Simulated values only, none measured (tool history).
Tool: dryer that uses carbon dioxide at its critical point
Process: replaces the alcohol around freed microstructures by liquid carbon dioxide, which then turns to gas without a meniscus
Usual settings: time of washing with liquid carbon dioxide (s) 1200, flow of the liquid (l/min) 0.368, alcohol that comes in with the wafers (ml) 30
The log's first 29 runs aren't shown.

run,hour,time of washing with liquid carbon dioxide (s),flow of the liquid (l/min),alcohol that comes in with the wafers (ml),hours of work since the filter was changed,hours of work since the purifier's bed was changed,alcohol left in the vessel before it's heated (ppm by volume)
30,398.0,1620,0.333,41,85,358,47
31,413.6,840,0.388,76,93,366,521
32,422.6,840,0.368,30,97,371,302
33,436.6,840,0.276,30,104,378,890
34,449.7,840,0.276,109,111,384,3251
35,462.1,1320,0.368,50,117,390,73
36,479.6,1320,0.368,50,126,399,79
37,493.1,1320,0.368,50,133,406,77
38,504.5,780,0.260,62,139,412,2978
39,519.7,1140,0.260,32,146,420,411
40,537.2,1200,0.368,70,155,428,142
41,548.6,1200,0.368,70,161,434,139
42,559.8,1200,0.288,21,166,440,168
43,576.7,720,0.354,30,175,448,680
44,595.6,1080,0.522,30,185,458,59
45,607.8,1080,0.522,101,191,464,75
46,619.3,1800,0.421,55,197,470,57
47,628.8,840,0.296,67,201,475,1688

Forecast each of these 3 alternatives for the next run:
A,646.4,840,0.296,42,210,484,?
B,646.4,1440,0.559,23,210,484,?
C,646.4,1200,0.368,26,210,484,?

run,alcohol left in the vessel before it's heated (ppm by volume)
A,1078
B,56
C,91
Without the tool's hidden state the same runs would have given:
run,alcohol left in the vessel before it's heated (ppm by volume)
A,786
B,2
C,24
